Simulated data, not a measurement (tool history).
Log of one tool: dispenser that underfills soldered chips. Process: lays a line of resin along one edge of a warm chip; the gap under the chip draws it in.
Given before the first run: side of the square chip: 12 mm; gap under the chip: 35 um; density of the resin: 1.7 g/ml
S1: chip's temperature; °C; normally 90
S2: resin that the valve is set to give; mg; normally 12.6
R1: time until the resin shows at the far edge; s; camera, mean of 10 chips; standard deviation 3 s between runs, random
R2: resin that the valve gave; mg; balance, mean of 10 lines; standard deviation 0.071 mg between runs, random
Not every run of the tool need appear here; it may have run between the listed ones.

Run 1, hour 0.0: usual settings. Result: R1 315.9 s, R2 12.15 mg.
At hour 9.7: new syringe of resin.
Run 2, hour 14.5: usual settings. Result: R1 367.3 s, R2 12.25 mg.
At hour 21.1: new syringe of resin.
Run 3, hour 23.2: usual settings. Result: R1 324.3 s, R2 12.18 mg.
At hour 32.8: new syringe of resin.
Run 4, hour 32.9: usual settings but S1 99 °C. Result: R1 234.0 s, R2 12.12 mg.
At hour 43.9: new syringe of resin.
Run 5, hour 46.2: usual settings. Result: R1 328.2 s, R2 11.89 mg.
At hour 55.3: new syringe of resin.
Run 6, hour 55.8: usual settings but S2 14.9 mg. Result: R1 289.3 s, R2 14.00 mg.
Run 7, hour 63.4: usual settings but S2 15.0 mg. Result: R1 424.7 s, R2 14.05 mg.
At hour 66.7: new syringe of resin.
Run 8, hour 75.1: usual settings but S2 15.4 mg. Result: R1 414.4 s, R2 14.43 mg.
At hour 78.8: new syringe of resin.
Run 9, hour 84.0: usual settings but S2 10.8 mg. Result: R1 386.2 s, R2 10.09 mg.
At hour 89.9: new syringe of resin.
Run 10, hour 97.1: usual settings but S2 10.8 mg. Result: R1 433.3 s, R2 9.93 mg.
At hour 101.5: new syringe of resin.
Run 11, hour 109.0: usual settings but S2 13.0 mg. Result: R1 423.5 s, R2 12.04 mg.
At hour 112.5: new syringe of resin.
At hour 119.2: dispensing valve cleaned and set on the balance.
Run 12, hour 119.2: usual settings but S2 13.0 mg. Result: R1 387.7 s, R2 13.00 mg.
At hour 124.7: new syringe of resin.
Run 13, hour 134.2: usual settings but S1 89 °C, S2 15.6 mg. Result: R1 448.1 s, R2 15.60 mg.
At hour 136.3: new syringe of resin.
Run 14, hour 141.4: usual settings but S1 80 °C, S2 11.4 mg. Result: R1 492.8 s, R2 11.37 mg.
At hour 147.8: new syringe of resin.
Run 15, hour 152.7: usual settings but S1 95 °C, S2 15.6 mg. Result: R1 304.7 s, R2 15.36 mg.
At hour 159.7: new syringe of resin.
Run 16, hour 166.2: usual settings but S1 88 °C, S2 13.0 mg. Result: R1 412.1 s, R2 12.88 mg.
At hour 171.2: new syringe of resin.
Run 17, hour 175.1: usual settings but S1 88 °C, S2 13.0 mg. Result: R1 374.3 s, R2 12.72 mg.
At hour 182.6: new syringe of resin.
Run 18, hour 189.3: usual settings but S1 94 °C, S2 14.9 mg. Result: R1 341.8 s, R2 14.23 mg.
At hour 193.9: new syringe of resin.
At hour 204.9: new syringe of resin.
Run 19, hour 204.9: usual settings but S1 94 °C, S2 14.9 mg. Result: R1 247.5 s, R2 14.34 mg.
At hour 215.9: new syringe of resin.
Run 20, hour 216.4: usual settings but S1 97 °C, S2 12.1 mg. Result: R1 243.1 s, R2 11.68 mg.
Run 21, hour 225.7: usual settings but S1 102 °C, S2 12.3 mg. Result: R1 339.5 s, R2 11.79 mg.
At hour 227.4: new syringe of resin.
Run 22, hour 233.0: usual settings but S1 104 °C, S2 15.2 mg. Result: R1 253.6 s, R2 14.41 mg.
At hour 239.5: new syringe of resin.
Run 23, hour 247.2: usual settings but S1 97 °C, S2 14.5 mg. Result: R1 330.6 s, R2 13.82 mg.

Forecast each of these 3 alternatives for the next run:
At hour 250.7: new syringe of resin.
At hour 261.7: new syringe of resin.
Run A, hour 263.0: usual settings but S1 93 °C. Result: R1 ?, R2 ?.
At hour 250.7: new syringe of resin.
At hour 261.7: new syringe of resin.
Run B, hour 263.0: usual settings but S1 79 °C, S2 11.4 mg. Result: R1 ?, R2 ?.
At hour 250.7: new syringe of resin.
At hour 261.7: new syringe of resin.
Run C, hour 263.0: usual settings but S1 103 °C, S2 12.2 mg. Result: R1 ?, R2 ?.

run     R1     R2
  A  280.7  11.83
  B  431.3  10.85
  C  223.4  11.55
What these runs would have given with no unlogged condition in the tool:
run     R1     R2
  A  276.5  12.58
  B  424.4  11.52
  C  218.9  12.28
